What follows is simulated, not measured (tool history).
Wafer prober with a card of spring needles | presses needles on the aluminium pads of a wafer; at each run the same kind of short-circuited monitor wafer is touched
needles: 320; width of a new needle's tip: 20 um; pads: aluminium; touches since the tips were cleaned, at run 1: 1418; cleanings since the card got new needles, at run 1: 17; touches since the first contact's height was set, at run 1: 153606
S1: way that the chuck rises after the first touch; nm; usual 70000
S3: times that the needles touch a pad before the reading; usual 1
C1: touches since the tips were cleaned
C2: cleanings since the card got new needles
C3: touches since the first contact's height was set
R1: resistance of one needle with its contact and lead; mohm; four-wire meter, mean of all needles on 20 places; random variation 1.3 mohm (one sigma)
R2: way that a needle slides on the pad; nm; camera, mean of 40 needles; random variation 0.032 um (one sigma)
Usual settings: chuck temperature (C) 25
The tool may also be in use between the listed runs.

{"run": 1, "hour": 0.0, "S1": 70000, "chuck temperature (C)": 25, "S3": 1, "C1": 1418, "C2": 17, "C3": 153606, "R1": 144, "R2": 14060}
{"hour": 12.1, "done": "tips cleaned on abrasive film"}
{"run": 2, "hour": 16.5, "S1": 70000, "chuck temperature (C)": 25, "S3": 1, "C1": 2439, "C2": 18, "C3": 162759, "R1": 164, "R2": 14030}
{"hour": 26.6, "done": "tips cleaned on abrasive film"}
{"run": 3, "hour": 29.7, "S1": 70000, "chuck temperature (C)": 25, "S3": 3, "C1": 1694, "C2": 19, "C3": 170046, "R1": 122, "R2": 14050}
{"hour": 40.6, "done": "tips cleaned on abrasive film"}
{"run": 4, "hour": 43.0, "S1": 70000, "chuck temperature (C)": 25, "S3": 1, "C1": 1322, "C2": 20, "C3": 177425, "R1": 150, "R2": 14070}
{"hour": 55.1, "done": "tips cleaned on abrasive film"}
{"run": 5, "hour": 61.1, "S1": 70000, "chuck temperature (C)": 25, "S3": 1, "C1": 3353, "C2": 21, "C3": 187489, "R1": 182, "R2": 14000}
{"hour": 69.5, "done": "tips cleaned on abrasive film"}
{"run": 6, "hour": 72.9, "S1": 87000, "chuck temperature (C)": 25, "S3": 1, "C1": 1875, "C2": 22, "C3": 193975, "R1": 139, "R2": 17440}
{"hour": 83.3, "done": "tips cleaned on abrasive film"}
{"run": 7, "hour": 83.3, "S1": 87000, "chuck temperature (C)": 25, "S3": 1, "C1": 0, "C2": 23, "C3": 199763, "R1": 115, "R2": 17470}
{"hour": 87.1, "done": "height of the first contact set anew"}
{"hour": 98.4, "done": "tips cleaned on abrasive film"}
{"run": 8, "hour": 98.4, "S1": 87000, "chuck temperature (C)": 25, "S3": 1, "C1": 0, "C2": 24, "C3": 6280, "R1": 108, "R2": 17840}
{"run": 9, "hour": 107.8, "S1": 60000, "chuck temperature (C)": 25, "S3": 1, "C1": 5220, "C2": 24, "C3": 11500, "R1": 234, "R2": 12290}
{"hour": 112.9, "done": "tips cleaned on abrasive film"}
{"run": 10, "hour": 121.4, "S1": 60000, "chuck temperature (C)": 25, "S3": 1, "C1": 4764, "C2": 25, "C3": 19066, "R1": 228, "R2": 12250}
{"hour": 127.4, "done": "tips cleaned on abrasive film"}
{"run": 11, "hour": 132.3, "S1": 62000, "chuck temperature (C)": 25, "S3": 1, "C1": 2763, "C2": 26, "C3": 25080, "R1": 199, "R2": 12680}
{"hour": 142.6, "done": "tips cleaned on abrasive film"}
{"run": 12, "hour": 147.1, "S1": 70000, "chuck temperature (C)": 25, "S3": 1, "C1": 2549, "C2": 27, "C3": 33301, "R1": 166, "R2": 14300}
{"hour": 156.9, "done": "tips cleaned on abrasive film"}
{"run": 13, "hour": 164.9, "S1": 70000, "chuck temperature (C)": 25, "S3": 1, "C1": 4484, "C2": 28, "C3": 43166, "R1": 197, "R2": 14180}
{"hour": 170.7, "done": "tips cleaned on abrasive film"}
{"run": 14, "hour": 180.5, "S1": 70000, "chuck temperature (C)": 25, "S3": 1, "C1": 5416, "C2": 29, "C3": 51773, "R1": 208, "R2": 14220}
{"hour": 185.7, "done": "tips cleaned on abrasive film"}
{"run": 15, "hour": 196.3, "S1": 70000, "chuck temperature (C)": 25, "S3": 1, "C1": 5930, "C2": 30, "C3": 60551, "R1": 210, "R2": 14260}
{"hour": 199.9, "done": "tips cleaned on abrasive film"}
{"run": 16, "hour": 213.0, "S1": 55000, "chuck temperature (C)": 25, "S3": 1, "C1": 7338, "C2": 31, "C3": 69836, "R1": 289, "R2": 11170}
{"hour": 214.1, "done": "tips cleaned on abrasive film"}
{"run": 17, "hour": 226.8, "S1": 55000, "chuck temperature (C)": 25, "S3": 1, "C1": 7126, "C2": 32, "C3": 77475, "R1": 295, "R2": 11140}
{"hour": 228.6, "done": "tips cleaned on abrasive film"}
{"run": 18, "hour": 238.0, "S1": 68000, "chuck temperature (C)": 49, "S3": 1, "C1": 5245, "C2": 33, "C3": 83639, "R1": 211, "R2": 13810}
{"hour": 243.3, "done": "tips cleaned on abrasive film"}
{"run": 19, "hour": 252.8, "S1": 68000, "chuck temperature (C)": 49, "S3": 1, "C1": 5288, "C2": 34, "C3": 91847, "R1": 210, "R2": 13730}
{"hour": 257.6, "done": "tips cleaned on abrasive film"}
{"run": 20, "hour": 263.0, "S1": 70000, "chuck temperature (C)": 34, "S3": 1, "C1": 2987, "C2": 35, "C3": 97470, "R1": 174, "R2": 14180}
{"hour": 271.4, "done": "tips cleaned on abrasive film"}
{"run": 21, "hour": 281.4, "S1": 54000, "chuck temperature (C)": 80, "S3": 1, "C1": 5562, "C2": 36, "C3": 107671, "R1": 268, "R2": 10840}
{"hour": 285.4, "done": "tips cleaned on abrasive film"}
{"run": 22, "hour": 290.0, "S1": 59000, "chuck temperature (C)": 26, "S3": 2, "C1": 2583, "C2": 37, "C3": 112467, "R1": 162, "R2": 11880}
{"hour": 299.3, "done": "tips cleaned on abrasive film"}
{"run": 23, "hour": 303.6, "S1": 70000, "chuck temperature (C)": 72, "S3": 2, "C1": 2367, "C2": 38, "C3": 119951, "R1": 148, "R2": 14070}
{"hour": 313.4, "done": "tips cleaned on abrasive film"}
{"run": 24, "hour": 319.7, "S1": 70000, "chuck temperature (C)": 72, "S3": 2, "C1": 3512, "C2": 39, "C3": 128901, "R1": 156, "R2": 14120}
{"hour": 328.7, "done": "tips cleaned on abrasive film"}
{"run": 25, "hour": 335.4, "S1": 70000, "chuck temperature (C)": 86, "S3": 2, "C1": 3767, "C2": 40, "C3": 137620, "R1": 164, "R2": 14080}
{"hour": 343.5, "done": "tips cleaned on abrasive film"}
{"run": 26, "hour": 351.5, "S1": 60000, "chuck temperature (C)": 118, "S3": 1, "C1": 4455, "C2": 41, "C3": 146521, "R1": 226, "R2": 11940}
{"hour": 357.6, "done": "tips cleaned on abrasive film"}
{"run": 27, "hour": 362.3, "S1": 60000, "chuck temperature (C)": 118, "S3": 1, "C1": 2583, "C2": 42, "C3": 152482, "R1": 193, "R2": 11980}
{"hour": 372.2, "done": "tips cleaned on abrasive film"}
{"run": 28, "hour": 374.5, "S1": 58000, "chuck temperature (C)": 25, "S3": 1, "C1": 1294, "C2": 43, "C3": 159239, "R1": 166, "R2": 11530}
{"hour": 386.0, "done": "tips cleaned on abrasive film"}
{"run": 29, "hour": 386.0, "S1": 70000, "chuck temperature (C)": 47, "S3": 1, "C1": 0, "C2": 44, "C3": 165590, "R1": 116, "R2": 13990}
{"hour": 400.6, "done": "tips cleaned on abrasive film"}
{"run": 30, "hour": 401.3, "S1": 70000, "chuck temperature (C)": 80, "S3": 3, "C1": 370, "C2": 45, "C3": 174094, "R1": 123, "R2": 13930}
{"hour": 415.8, "done": "tips cleaned on abrasive film"}
{"run": 31, "hour": 416.2, "S1": 70000, "chuck temperature (C)": 80, "S3": 3, "C1": 255, "C2": 46, "C3": 182363, "R1": 120, "R2": 13980}
{"run": 32, "hour": 424.0, "S1": 74000, "chuck temperature (C)": 100, "S3": 2, "C1": 4588, "C2": 46, "C3": 186696, "R1": 166, "R2": 14710}

3 ways to go on from here, each from the tool as it stands after run 32. What would each give?
{"hour": 430.1, "done": "tips cleaned on abrasive film"}
{"run": "A", "hour": 432.1, "S1": 77000, "chuck temperature (C)": 83, "S3": 2, "C1": 1106, "C2": 47, "C3": 191170, "R1": "?", "R2": "?"}
{"hour": 430.1, "done": "tips cleaned on abrasive film"}
{"run": "B", "hour": 432.1, "S1": 85000, "chuck temperature (C)": 30, "S3": 1, "C1": 1106, "C2": 47, "C3": 191170, "R1": "?", "R2": "?"}
{"hour": 430.1, "done": "tips cleaned on abrasive film"}
{"run": "C", "hour": 432.1, "S1": 64000, "chuck temperature (C)": 77, "S3": 2, "C1": 1106, "C2": 47, "C3": 191170, "R1": "?", "R2": "?"}

run=A R1=132 R2=15340
run=B R1=137 R2=17010
run=C R1=140 R2=12760
Without the tool's hidden state the same runs would have given:
run=A R1=112 R2=15750
run=B R1=106 R2=17420
run=C R1=111 R2=13170
